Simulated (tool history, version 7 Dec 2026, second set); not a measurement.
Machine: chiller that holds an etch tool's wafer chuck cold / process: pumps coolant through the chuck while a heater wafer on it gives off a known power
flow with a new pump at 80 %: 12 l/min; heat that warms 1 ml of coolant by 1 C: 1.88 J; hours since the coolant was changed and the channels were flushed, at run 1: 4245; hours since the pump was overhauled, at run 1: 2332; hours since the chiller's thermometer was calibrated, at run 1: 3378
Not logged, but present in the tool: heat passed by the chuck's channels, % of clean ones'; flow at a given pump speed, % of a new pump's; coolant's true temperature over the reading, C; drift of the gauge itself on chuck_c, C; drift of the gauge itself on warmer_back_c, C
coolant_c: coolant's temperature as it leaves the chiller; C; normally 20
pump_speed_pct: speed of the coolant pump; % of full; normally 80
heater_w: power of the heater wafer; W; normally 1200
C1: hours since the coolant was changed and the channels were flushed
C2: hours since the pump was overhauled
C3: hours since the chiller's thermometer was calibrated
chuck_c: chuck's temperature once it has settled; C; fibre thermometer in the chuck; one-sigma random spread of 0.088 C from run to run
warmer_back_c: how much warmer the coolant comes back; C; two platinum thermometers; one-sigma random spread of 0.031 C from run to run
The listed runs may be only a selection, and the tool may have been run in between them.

run 1 day=0 | coolant_c=20 pump_speed_pct=80 heater_w=1200 | C1=4245 C2=2332 C3=3378 | chuck_c=29.76 warmer_back_c=3.32
run 2 day=2.929 | coolant_c=20 pump_speed_pct=80 heater_w=1200 | C1=4316 C2=2402 C3=3449 | chuck_c=29.74 warmer_back_c=3.44
run 3 day=4.979 | coolant_c=20 pump_speed_pct=80 heater_w=1254 | C1=4365 C2=2451 C3=3498 | chuck_c=30.27 warmer_back_c=3.56
run 4 day=7.658 | coolant_c=11 pump_speed_pct=80 heater_w=1254 | C1=4429 C2=2516 C3=3562 | chuck_c=21.24 warmer_back_c=3.55
run 5 day=9.367 | coolant_c=11 pump_speed_pct=80 heater_w=1254 | C1=4470 C2=2557 C3=3603 | chuck_c=21.26 warmer_back_c=3.59
run 6 day=10.817 | coolant_c=11 pump_speed_pct=80 heater_w=1254 | C1=4505 C2=2592 C3=3638 | chuck_c=21.27 warmer_back_c=3.57
-- day=11.325 coolant pump overhauled
run 7 day=13.129 | coolant_c=11 pump_speed_pct=70 heater_w=1254 | C1=4555 C2=43 C3=3689 | chuck_c=22.53 warmer_back_c=4.27

Expected results for the next run?
run 8 day=14.571 | coolant_c=11 pump_speed_pct=70 heater_w=1254 | C1=4590 C2=78 C3=3723 | chuck_c=? warmer_back_c=?

chuck_c: 22.65 C
warmer_back_c: 4.33 C
With no hidden state in the tool, this same run would have given chuck_c 21.59 C, warmer_back_c 3.85 C.

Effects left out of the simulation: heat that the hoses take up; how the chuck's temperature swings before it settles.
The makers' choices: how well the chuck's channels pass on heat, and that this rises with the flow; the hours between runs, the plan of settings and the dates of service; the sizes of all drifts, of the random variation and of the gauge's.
